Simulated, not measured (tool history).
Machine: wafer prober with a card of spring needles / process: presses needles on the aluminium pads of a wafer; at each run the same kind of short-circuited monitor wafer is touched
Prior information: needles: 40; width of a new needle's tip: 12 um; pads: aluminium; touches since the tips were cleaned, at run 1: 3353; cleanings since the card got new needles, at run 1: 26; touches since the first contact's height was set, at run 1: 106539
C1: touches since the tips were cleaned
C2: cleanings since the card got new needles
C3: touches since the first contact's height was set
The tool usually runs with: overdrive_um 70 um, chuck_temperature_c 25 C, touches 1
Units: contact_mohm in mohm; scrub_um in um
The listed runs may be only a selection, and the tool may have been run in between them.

run 1 day=0 | overdrive_um=70 chuck_temperature_c=25 touches=1 | C1=3353 C2=26 C3=106539 | contact_mohm=227 scrub_um=17.57
-- day=0.05 tips cleaned on abrasive film
-- day=0.404 tips cleaned on abrasive film
run 2 day=0.621 | overdrive_um=70 chuck_temperature_c=25 touches=1 | C1=2508 C2=28 C3=113653 | contact_mohm=222 scrub_um=17.63
-- day=0.775 tips cleaned on abrasive film
run 3 day=0.992 | overdrive_um=57 chuck_temperature_c=25 touches=1 | C1=2555 C2=29 C3=117929 | contact_mohm=236 scrub_um=14.25
-- day=1.158 tips cleaned on abrasive film
run 4 day=1.462 | overdrive_um=57 chuck_temperature_c=25 touches=1 | C1=3532 C2=30 C3=123338 | contact_mohm=239 scrub_um=14.12
-- day=1.525 tips cleaned on abrasive film
-- day=1.867 tips cleaned on abrasive film
run 5 day=2.112 | overdrive_um=70 chuck_temperature_c=29 touches=1 | C1=2857 C2=32 C3=130797 | contact_mohm=224 scrub_um=17.52
-- day=2.238 tips cleaned on abrasive film
run 6 day=2.521 | overdrive_um=70 chuck_temperature_c=29 touches=1 | C1=3271 C2=33 C3=135459 | contact_mohm=228 scrub_um=17.45
-- day=2.567 tips cleaned on abrasive film
-- day=2.892 tips cleaned on abrasive film
run 7 day=3.075 | overdrive_um=70 chuck_temperature_c=29 touches=1 | C1=2140 C2=35 C3=141832 | contact_mohm=221 scrub_um=17.43
-- day=3.254 tips cleaned on abrasive film
-- day=3.612 tips cleaned on abrasive film
run 8 day=3.683 | overdrive_um=81 chuck_temperature_c=29 touches=1 | C1=802 C2=37 C3=148765 | contact_mohm=209 scrub_um=20.25
-- day=3.958 tips cleaned on abrasive film
run 9 day=4.246 | overdrive_um=81 chuck_temperature_c=29 touches=1 | C1=3382 C2=38 C3=155282 | contact_mohm=218 scrub_um=20.28
-- day=4.292 tips cleaned on abrasive film
-- day=4.621 tips cleaned on abrasive film
run 10 day=4.621 | overdrive_um=81 chuck_temperature_c=29 touches=1 | C1=0 C2=40 C3=159508 | contact_mohm=192 scrub_um=20.2
run 11 day=4.925 | overdrive_um=70 chuck_temperature_c=25 touches=1 | C1=3553 C2=40 C3=163061 | contact_mohm=225 scrub_um=17.39
-- day=4.988 tips cleaned on abrasive film
run 12 day=5.246 | overdrive_um=70 chuck_temperature_c=25 touches=1 | C1=2961 C2=41 C3=166703 | contact_mohm=229 scrub_um=17.31
-- day=5.342 tips cleaned on abrasive film
run 13 day=5.533 | overdrive_um=76 chuck_temperature_c=25 touches=1 | C1=2238 C2=42 C3=170031 | contact_mohm=219 scrub_um=18.89
-- day=5.696 tips cleaned on abrasive film
-- day=6.071 tips cleaned on abrasive film
run 14 day=6.075 | overdrive_um=51 chuck_temperature_c=25 touches=1 | C1=55 C2=44 C3=176201 | contact_mohm=207 scrub_um=12.38
-- day=6.45 tips cleaned on abrasive film
run 15 day=6.521 | overdrive_um=70 chuck_temperature_c=25 touches=1 | C1=808 C2=45 C3=181339 | contact_mohm=208 scrub_um=17.43
-- day=6.779 tips cleaned on abrasive film
run 16 day=7.058 | overdrive_um=61 chuck_temperature_c=25 touches=1 | C1=3231 C2=46 C3=187507 | contact_mohm=236 scrub_um=14.96
-- day=7.121 tips cleaned on abrasive film
-- day=7.458 tips cleaned on abrasive film
run 17 day=7.467 | overdrive_um=61 chuck_temperature_c=25 touches=1 | C1=104 C2=48 C3=192194 | contact_mohm=203 scrub_um=14.83
-- day=7.817 tips cleaned on abrasive film
run 18 day=8.138 | overdrive_um=70 chuck_temperature_c=116 touches=1 | C1=3716 C2=49 C3=199905 | contact_mohm=248 scrub_um=17.16
-- day=8.192 tips cleaned on abrasive film
-- day=8.538 tips cleaned on abrasive film
run 19 day=8.792 | overdrive_um=70 chuck_temperature_c=95 touches=2 | C1=2995 C2=51 C3=207437 | contact_mohm=226 scrub_um=17.19
-- day=8.921 tips cleaned on abrasive film
run 20 day=9.238 | overdrive_um=59 chuck_temperature_c=62 touches=3 | C1=3670 C2=52 C3=212556 | contact_mohm=220 scrub_um=14.34
-- day=9.288 tips cleaned on abrasive film
-- day=9.629 tips cleaned on abrasive film
run 21 day=9.783 | overdrive_um=59 chuck_temperature_c=62 touches=3 | C1=1813 C2=54 C3=218789 | contact_mohm=216 scrub_um=14.27

Estimate the outcome of run 22 from the log above:
-- day=10.008 tips cleaned on abrasive film
run 22 day=10.238 | overdrive_um=85 chuck_temperature_c=63 touches=2 | C1=2680 C2=55 C3=224025 | contact_mohm=? scrub_um=?

{"run 22": {"contact_mohm": 216, "scrub_um": 20.93}}
On a tool with no hidden condition, and with the same random variation, this run would have come out at contact_mohm 204 mohm, scrub_um 21.74 um.
